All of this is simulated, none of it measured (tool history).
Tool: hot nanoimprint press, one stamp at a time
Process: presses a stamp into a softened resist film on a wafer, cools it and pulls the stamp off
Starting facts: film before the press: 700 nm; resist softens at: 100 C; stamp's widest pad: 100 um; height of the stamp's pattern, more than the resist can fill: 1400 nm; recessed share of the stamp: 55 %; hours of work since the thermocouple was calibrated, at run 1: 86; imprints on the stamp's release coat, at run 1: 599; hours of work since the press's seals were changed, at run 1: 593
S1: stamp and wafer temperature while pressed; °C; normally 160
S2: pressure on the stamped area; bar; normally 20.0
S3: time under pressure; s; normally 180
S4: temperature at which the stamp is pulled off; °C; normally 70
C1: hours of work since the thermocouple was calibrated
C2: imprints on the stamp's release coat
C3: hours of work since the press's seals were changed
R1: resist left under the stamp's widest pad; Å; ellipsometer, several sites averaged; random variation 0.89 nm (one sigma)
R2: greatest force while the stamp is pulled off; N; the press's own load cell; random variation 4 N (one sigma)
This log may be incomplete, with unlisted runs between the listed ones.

run,hour,S1,S2,S3,S4,C1,C2,C3,R1,R2
1,0.0,160,20.0,180,70,86,599,593,3269,238
# hour 31.1: press's hydraulic seals changed and the load cell set to zero
2,32.9,160,20.0,180,70,101,702,1,3281,236
3,59.3,160,20.0,180,70,117,812,17,3253,244
4,78.6,160,20.0,180,70,129,892,28,3272,248
5,98.9,160,20.0,232,70,141,976,40,2988,254
6,139.8,160,17.1,232,70,165,1145,65,3245,264
7,164.5,160,20.0,180,70,180,1247,80,3293,270
# hour 194.6: stamp cleaned and given a new release coat
8,208.8,160,20.0,180,70,203,59,103,3299,218
9,240.2,160,20.0,180,70,222,189,121,3311,226
10,283.9,160,24.2,180,70,248,370,147,3025,230
11,307.5,160,24.2,180,70,262,467,161,3014,240
12,344.4,160,24.2,180,70,284,620,184,3014,243
13,389.5,160,24.2,180,70,311,807,210,3053,256
14,421.8,160,20.0,180,70,330,940,230,3355,256
15,466.4,160,14.9,180,70,357,1125,256,3880,271
# hour 482.3: plate thermocouple calibrated
16,515.1,159,20.0,180,70,20,1315,284,3594,283
# hour 528.2: stamp cleaned and given a new release coat
17,540.9,160,20.0,308,70,31,52,296,2861,226
18,563.1,153,20.0,283,68,45,144,309,4126,233
19,603.3,153,20.0,283,68,69,311,333,4163,251
20,638.3,153,20.0,283,68,90,456,354,4165,253
21,679.9,163,28.1,310,76,114,628,379,2059,215
# hour 697.3: plate thermocouple calibrated, once more
22,726.2,163,28.1,310,76,17,807,404,1891,204
23,764.5,163,28.1,310,76,40,966,427,1906,218
24,799.7,163,28.1,160,67,61,1111,448,2461,279
25,827.1,156,26.7,204,74,78,1225,465,3266,242
# hour 859.7: stamp cleaned and given a new release coat
26,859.7,160,20.0,314,59,93,0,481,2682,282
27,885.1,160,20.0,314,74,109,105,496,2682,198
28,930.6,158,27.1,314,60,136,294,523,2541,296
29,962.2,160,13.1,180,58,155,424,542,4008,314

For some of the steps in R1 from one run to the next: how much would appear even if the tool had no hidden state, given the settings, what came in and random variation, and how much remains for the hidden state plus any gauge scatter that the measured result and the result without hidden state don't share?
The tool's hidden condition here consists of: true temperature over the reading, C; pressure that arrives at the usual setting, %; grip of the stamp's worn release coat, % over a new coat's; drift of the gauge itself on residual_nm, %; drift of the gauge itself on pull_off_n, %.
Run 20 -> 21: S1 153 -> 163, S2 20.0 -> 28.1, S3 283 -> 310, S4 68 -> 76. R1 -2106 Å: hidden state -117, all else -1989.
Run 21 -> 22: plate thermocouple calibrated, once more. R1 -168 Å: hidden state -158, all else -10.
Run 28 -> 29: S1 158 -> 160, S2 27.1 -> 13.1, S3 314 -> 180, S4 60 -> 58. R1 +1467 Å: hidden state +2, all else +1465.
